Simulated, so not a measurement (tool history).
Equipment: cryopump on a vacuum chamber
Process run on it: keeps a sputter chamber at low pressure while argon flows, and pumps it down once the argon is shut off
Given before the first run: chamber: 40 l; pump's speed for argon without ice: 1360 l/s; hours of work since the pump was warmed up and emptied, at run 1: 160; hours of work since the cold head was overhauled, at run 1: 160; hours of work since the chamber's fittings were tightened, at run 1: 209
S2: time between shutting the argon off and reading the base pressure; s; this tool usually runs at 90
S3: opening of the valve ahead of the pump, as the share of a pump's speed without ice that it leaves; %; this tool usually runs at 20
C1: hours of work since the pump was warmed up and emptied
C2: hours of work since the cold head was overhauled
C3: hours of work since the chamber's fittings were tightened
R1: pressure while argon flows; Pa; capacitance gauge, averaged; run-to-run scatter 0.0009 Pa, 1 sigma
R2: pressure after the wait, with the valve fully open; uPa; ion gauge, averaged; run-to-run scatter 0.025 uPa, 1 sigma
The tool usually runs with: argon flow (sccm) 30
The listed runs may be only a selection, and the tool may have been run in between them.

{"run": 1, "hour": 0.0, "argon flow (sccm)": 30, "S2": 90, "S3": 20, "C1": 160, "C2": 160, "C3": 209, "R1": 0.1879, "R2": 1.13}
{"run": 2, "hour": 52.1, "argon flow (sccm)": 30, "S2": 52, "S3": 20, "C1": 181, "C2": 181, "C3": 230, "R1": 0.1874, "R2": 1.72}
{"run": 3, "hour": 103.1, "argon flow (sccm)": 30, "S2": 59, "S3": 20, "C1": 202, "C2": 202, "C3": 251, "R1": 0.1892, "R2": 1.54}
{"run": 4, "hour": 145.4, "argon flow (sccm)": 30, "S2": 59, "S3": 20, "C1": 219, "C2": 219, "C3": 268, "R1": 0.1896, "R2": 1.59}
{"run": 5, "hour": 219.3, "argon flow (sccm)": 30, "S2": 90, "S3": 21, "C1": 250, "C2": 250, "C3": 298, "R1": 0.1819, "R2": 1.15}
{"run": 6, "hour": 299.7, "argon flow (sccm)": 30, "S2": 56, "S3": 21, "C1": 282, "C2": 282, "C3": 331, "R1": 0.1814, "R2": 1.66}
{"run": 7, "hour": 349.1, "argon flow (sccm)": 30, "S2": 56, "S3": 21, "C1": 303, "C2": 303, "C3": 351, "R1": 0.1824, "R2": 1.61}
{"run": 8, "hour": 421.8, "argon flow (sccm)": 30, "S2": 90, "S3": 20, "C1": 332, "C2": 332, "C3": 381, "R1": 0.1933, "R2": 1.22}
{"run": 9, "hour": 502.9, "argon flow (sccm)": 30, "S2": 90, "S3": 20, "C1": 365, "C2": 365, "C3": 414, "R1": 0.1928, "R2": 1.2}
{"run": 10, "hour": 559.0, "argon flow (sccm)": 30, "S2": 90, "S3": 20, "C1": 388, "C2": 388, "C3": 437, "R1": 0.1927, "R2": 1.27}
{"run": 11, "hour": 610.7, "argon flow (sccm)": 30, "S2": 90, "S3": 20, "C1": 409, "C2": 409, "C3": 458, "R1": 0.1913, "R2": 1.21}
{"run": 12, "hour": 666.5, "argon flow (sccm)": 30, "S2": 90, "S3": 20, "C1": 432, "C2": 432, "C3": 481, "R1": 0.1937, "R2": 1.27}
{"run": 13, "hour": 720.2, "argon flow (sccm)": 30, "S2": 90, "S3": 20, "C1": 454, "C2": 454, "C3": 502, "R1": 0.1946, "R2": 1.21}
{"run": 14, "hour": 772.7, "argon flow (sccm)": 30, "S2": 90, "S3": 20, "C1": 475, "C2": 475, "C3": 524, "R1": 0.1944, "R2": 1.26}
{"run": 15, "hour": 820.8, "argon flow (sccm)": 30, "S2": 90, "S3": 20, "C1": 495, "C2": 495, "C3": 543, "R1": 0.1948, "R2": 1.32}
{"run": 16, "hour": 867.7, "argon flow (sccm)": 30, "S2": 90, "S3": 20, "C1": 514, "C2": 514, "C3": 563, "R1": 0.196, "R2": 1.27}
{"run": 17, "hour": 953.5, "argon flow (sccm)": 30, "S2": 90, "S3": 20, "C1": 549, "C2": 549, "C3": 598, "R1": 0.1966, "R2": 1.3}
{"run": 18, "hour": 1005.5, "argon flow (sccm)": 17, "S2": 71, "S3": 18, "C1": 570, "C2": 570, "C3": 619, "R1": 0.1231, "R2": 1.56}
{"run": 19, "hour": 1062.8, "argon flow (sccm)": 17, "S2": 20, "S3": 24, "C1": 594, "C2": 594, "C3": 642, "R1": 0.0944, "R2": 4.16}
{"run": 20, "hour": 1104.7, "argon flow (sccm)": 13, "S2": 47, "S3": 24, "C1": 611, "C2": 611, "C3": 659, "R1": 0.0727, "R2": 2.06}
{"run": 21, "hour": 1183.0, "argon flow (sccm)": 13, "S2": 47, "S3": 24, "C1": 643, "C2": 643, "C3": 691, "R1": 0.072, "R2": 2.04}
{"run": 22, "hour": 1265.5, "argon flow (sccm)": 15, "S2": 164, "S3": 20, "C1": 676, "C2": 676, "C3": 725, "R1": 0.0985, "R2": 1.04}
{"run": 23, "hour": 1325.5, "argon flow (sccm)": 30, "S2": 90, "S3": 34, "C1": 701, "C2": 701, "C3": 749, "R1": 0.1227, "R2": 1.43}
{"run": 24, "hour": 1364.5, "argon flow (sccm)": 30, "S2": 90, "S3": 23, "C1": 717, "C2": 717, "C3": 765, "R1": 0.1742, "R2": 1.45}
{"run": 25, "hour": 1401.4, "argon flow (sccm)": 47, "S2": 90, "S3": 47, "C1": 732, "C2": 732, "C3": 780, "R1": 0.1435, "R2": 1.45}
{"hour": 1418.3, "done": "pump warmed up, emptied and cooled again"}
{"run": 26, "hour": 1481.3, "argon flow (sccm)": 47, "S2": 90, "S3": 47, "C1": 26, "C2": 762, "C3": 811, "R1": 0.1252, "R2": 1.39}
{"run": 27, "hour": 1570.0, "argon flow (sccm)": 28, "S2": 104, "S3": 18, "C1": 62, "C2": 799, "C3": 847, "R1": 0.1953, "R2": 1.19}
{"run": 28, "hour": 1621.4, "argon flow (sccm)": 29, "S2": 37, "S3": 19, "C1": 83, "C2": 820, "C3": 868, "R1": 0.1912, "R2": 2.39}
{"run": 29, "hour": 1693.9, "argon flow (sccm)": 29, "S2": 37, "S3": 19, "C1": 112, "C2": 849, "C3": 898, "R1": 0.1927, "R2": 2.49}
{"run": 30, "hour": 1751.0, "argon flow (sccm)": 32, "S2": 137, "S3": 25, "C1": 136, "C2": 872, "C3": 921, "R1": 0.1631, "R2": 1.11}
{"run": 31, "hour": 1836.7, "argon flow (sccm)": 59, "S2": 41, "S3": 31, "C1": 171, "C2": 907, "C3": 956, "R1": 0.2444, "R2": 2.29}

Difference, measured minus no-hidden-state, one row per run. Run-to-run variation is common to both terms; the gauge's own scatter need not be:
What the log doesn't record here: pump's speed, % of a pump's without ice; cold plate's temperature, K; leak into the chamber, uPa l/s; drift of the gauge itself on working_pa, %; drift of the gauge itself on base_upa, %.
run=1 R1=+0.0024 R2=+0.10
run=2 R1=+0.0027 R2=+0.11
run=3 R1=+0.0030 R2=+0.12
run=4 R1=+0.0033 R2=+0.13
run=5 R1=+0.0038 R2=+0.15
run=6 R1=+0.0043 R2=+0.15
run=7 R1=+0.0047 R2=+0.16
run=8 R1=+0.0053 R2=+0.18
run=9 R1=+0.0058 R2=+0.20
run=10 R1=+0.0062 R2=+0.22
run=11 R1=+0.0066 R2=+0.23
run=12 R1=+0.0070 R2=+0.24
run=13 R1=+0.0075 R2=+0.24
run=14 R1=+0.0079 R2=+0.27
run=15 R1=+0.0082 R2=+0.28
run=16 R1=+0.0087 R2=+0.28
run=17 R1=+0.0094 R2=+0.30
run=18 R1=+0.0056 R2=+0.32
run=19 R1=+0.0059 R2=+0.34
run=20 R1=+0.0046 R2=+0.34
run=21 R1=+0.0050 R2=+0.36
run=22 R1=+0.0060 R2=+0.38
run=23 R1=+0.0126 R2=+0.42
run=24 R1=+0.0130 R2=+0.42
run=25 R1=+0.0209 R2=+0.43
run=26 R1=+0.0014 R2=+0.29
run=27 R1=+0.0014 R2=+0.30
run=28 R1=+0.0017 R2=+0.30
run=29 R1=+0.0022 R2=+0.33
run=30 R1=+0.0028 R2=+0.35
run=31 R1=+0.0062 R2=+0.35
